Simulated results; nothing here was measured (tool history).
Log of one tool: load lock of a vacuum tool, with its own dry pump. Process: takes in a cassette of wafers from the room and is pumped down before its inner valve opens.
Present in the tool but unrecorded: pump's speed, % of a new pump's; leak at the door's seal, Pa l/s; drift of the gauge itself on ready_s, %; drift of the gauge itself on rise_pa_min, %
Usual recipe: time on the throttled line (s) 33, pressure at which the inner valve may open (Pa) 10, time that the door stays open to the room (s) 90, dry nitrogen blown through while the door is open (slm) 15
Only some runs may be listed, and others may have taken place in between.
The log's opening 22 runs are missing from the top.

| run | day | time on the throttled line (s) | pressure at which the inner valve may open (Pa) | time that the door stays open to the room (s) | dry nitrogen blown through while the door is open (slm) | hours that the pump has run since its overhaul | times that the door has closed on its seal | incoming humidity of the room's air, % | time from the closed door until the inner valve may open (s) | rise of the pressure with all valves shut (Pa/min) |
|---|---|---|---|---|---|---|---|---|---|---|
| 23 | 106.483 | 26 | 19 | 132 | 8 | 3661 | 30764 | 49.3 | 57.9 | 0.072 |
| 24 | 111.862 | 33 | 18 | 100 | 10 | 3791 | 31171 | 43.4 | 63.2 | 0.049 |
| 25 | 116.85 | 33 | 18 | 100 | 10 | 3910 | 31548 | 40.8 | 62.9 | 0.043 |
| 26 | 122.221 | 30 | 18 | 225 | 10 | 4039 | 31955 | 47.6 | 60.2 | 0.091 |
|  | 126.854 | door's seal changed, seat wiped |
| 27 | 129.062 | 30 | 18 | 225 | 10 | 4202 | 167 | 47 | 60.9 | 0.084 |
| 28 | 133.908 | 33 | 19 | 28 | 9 | 4318 | 534 | 41.8 | 62.5 | 0.021 |
| 29 | 139.929 | 53 | 8 | 90 | 15 | 4463 | 990 | 42.6 | 81.2 | 0.032 |
| 30 | 142.971 | 19 | 10 | 68 | 34 | 4536 | 1220 | 48.5 | 56.1 | 0.028 |
| 31 | 148.104 | 19 | 10 | 68 | 34 | 4659 | 1609 | 46.5 | 54.9 | 0.015 |
| 32 | 152.746 | 29 | 10 | 90 | 15 | 4770 | 1960 | 40.9 | 62.9 | 0.029 |
| 33 | 157.342 | 20 | 10 | 90 | 10 | 4881 | 2308 | 46.5 | 54.8 | 0.051 |
| 34 | 162.179 | 20 | 10 | 90 | 10 | 4997 | 2674 | 42.2 | 55.5 | 0.044 |
| 35 | 165.733 | 33 | 11 | 188 | 15 | 5082 | 2943 | 46.2 | 65.2 | 0.065 |
| 36 | 168.929 | 33 | 12 | 188 | 5 | 5159 | 3185 | 46.2 | 65.1 | 0.095 |

Each row is a separate what-if for the run after 36, all from the same tool condition, not one after another. Results?
| A | 175.779 | 33 | 8 | 188 | 5 | 5323 | 3703 | 40.8 | ? | ? |
| B | 175.779 | 33 | 9 | 188 | 5 | 5323 | 3703 | 44.2 | ? | ? |
| C | 175.779 | 52 | 10 | 90 | 15 | 5323 | 3703 | 45.2 | ? | ? |
| D | 175.779 | 33 | 13 | 188 | 5 | 5323 | 3703 | 45.3 | ? | ? |
| E | 175.779 | 60 | 12 | 188 | 5 | 5323 | 3703 | 44.8 | ? | ? |

| run | time from the closed door until the inner valve may open (s) | rise of the pressure with all valves shut (Pa/min) |
|---|---|---|
| A | 66.7 | 0.084 |
| B | 66.7 | 0.099 |
| C | 79.7 | 0.038 |
| D | 63.9 | 0.091 |
| E | 84.3 | 0.096 |
With no hidden state in the tool, these same runs would have given:
| run | time from the closed door until the inner valve may open (s) | rise of the pressure with all valves shut (Pa/min) |
|---|---|---|
| A | 66.7 | 0.084 |
| B | 66.7 | 0.099 |
| C | 79.7 | 0.037 |
| D | 63.9 | 0.091 |
| E | 84.3 | 0.096 |

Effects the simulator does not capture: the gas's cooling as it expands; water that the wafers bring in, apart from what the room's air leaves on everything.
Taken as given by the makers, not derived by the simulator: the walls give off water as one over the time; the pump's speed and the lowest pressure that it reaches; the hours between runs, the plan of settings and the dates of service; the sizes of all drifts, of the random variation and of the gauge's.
